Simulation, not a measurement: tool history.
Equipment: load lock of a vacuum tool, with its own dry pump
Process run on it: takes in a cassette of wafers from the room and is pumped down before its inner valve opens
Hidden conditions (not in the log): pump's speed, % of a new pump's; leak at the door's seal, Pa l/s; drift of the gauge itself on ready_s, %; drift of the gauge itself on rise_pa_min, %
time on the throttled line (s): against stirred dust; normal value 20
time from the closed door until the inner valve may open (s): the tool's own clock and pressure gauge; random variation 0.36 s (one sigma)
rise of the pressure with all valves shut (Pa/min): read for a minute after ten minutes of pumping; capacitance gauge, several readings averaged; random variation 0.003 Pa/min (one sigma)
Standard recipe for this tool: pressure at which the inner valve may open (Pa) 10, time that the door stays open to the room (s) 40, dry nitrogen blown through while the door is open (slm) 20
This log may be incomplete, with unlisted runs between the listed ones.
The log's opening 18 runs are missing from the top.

run    hour  time on the throttled line (s)  pressure at which the inner valve may open (Pa)  time that the door stays open to the room (s)  dry nitrogen blown through while the door is open (slm)  hours that the pump has run since its overhaul  times that the door has closed on its seal  incoming humidity of the room's air, %  time from the closed door until the inner valve may open (s)  rise of the pressure with all valves shut (Pa/min)
 19  1352.3                              20                                               10                                             65                                                       20                                            5175                                       15219                                    39.3                                                          36.0                                               0.105
 20  1436.8                              20                                               20                                             94                                                       20                                            5260                                       15467                                    44.6                                                          34.1                                               0.109
 21  1518.4                              25                                               20                                             94                                                        6                                            5342                                       15707                                    46.4                                                          38.7                                               0.127
 22  1588.2                              25                                               20                                             94                                                        6                                            5411                                       15913                                    45.1                                                          38.7                                               0.136
 23  1661.9                              25                                               20                                             94                                                       14                                            5485                                       16129                                    45.3                                                          38.2                                               0.120
 24  1766.1                              25                                               16                                             57                                                       14                                            5589                                       16436                                    48.4                                                          39.0                                               0.129
 25  1873.9                              25                                               16                                             57                                                       14                                            5697                                       16753                                    46.0                                                          39.0                                               0.126
 26  1920.2                              12                                               16                                             65                                                       14                                            5743                                       16889                                    43.8                                                          27.6                                               0.126
 27  1973.0                              12                                               16                                             65                                                       14                                            5796                                       17044                                    46.6                                                          27.8                                               0.134
 28  2076.0                              11                                               14                                            106                                                       29                                            5899                                       17347                                    46.5                                                          27.3                                               0.120
 29  2171.3                              11                                               14                                            106                                                       29                                            5995                                       17627                                    46.8                                                          27.7                                               0.127
 30  2215.4                              23                                               10                                             32                                                       32                                            6039                                       17757                                    42.9                                                          37.9                                               0.118
 31  2277.2                              23                                               10                                             32                                                       32                                            6100                                       17939                                    46.3                                                          38.7                                               0.123
 32  2363.2                              23                                               10                                             32                                                       32                                            6186                                       18191                                    43.2                                                          38.3                                               0.118
 33  2446.7                              23                                               10                                             40                                                       20                                            6270                                       18437                                    43.3                                                          39.0                                               0.131
 34  2499.6                              20                                               10                                             40                                                        6                                            6323                                       18592                                    47.7                                                          35.8                                               0.144
 35  2579.8                              20                                               10                                             40                                                       21                                            6403                                       18828                                    47.5                                                          36.6                                               0.132
 36  2660.9                              20                                               17                                             40                                                       17                                            6484                                       19067                                    43.1                                                          34.7                                               0.134
 37  2717.3                              20                                               18                                             25                                                       20                                            6541                                       19233                                    43.1                                                          34.5                                               0.130

Each row is a separate what-if for the run after 37, all from the same tool condition, not one after another. Results?
  A  2776.6                              12                                               12                                            148                                                       20                                            6600                                       19407                                    48.7                                                             ?                                                   ?
  B  2776.6                              20                                                7                                             25                                                       20                                            6600                                       19407                                    45.6                                                             ?                                                   ?
  C  2776.6                              19                                               18                                            198                                                       20                                            6600                                       19407                                    42.3                                                             ?                                                   ?
  D  2776.6                              13                                               10                                             40                                                       20                                            6600                                       19407                                    41.7                                                             ?                                                   ?

run  time from the closed door until the inner valve may open (s)  rise of the pressure with all valves shut (Pa/min)
  A                                                          29.6                                               0.157
  B                                                          36.8                                               0.132
  C                                                          34.5                                               0.155
  D                                                          30.9                                               0.138
Had the tool no hidden state, the same runs would have come out as:
run  time from the closed door until the inner valve may open (s)  rise of the pressure with all valves shut (Pa/min)
  A                                                          26.7                                               0.051
  B                                                          34.0                                               0.027
  C                                                          32.0                                               0.049
  D                                                          28.0                                               0.030

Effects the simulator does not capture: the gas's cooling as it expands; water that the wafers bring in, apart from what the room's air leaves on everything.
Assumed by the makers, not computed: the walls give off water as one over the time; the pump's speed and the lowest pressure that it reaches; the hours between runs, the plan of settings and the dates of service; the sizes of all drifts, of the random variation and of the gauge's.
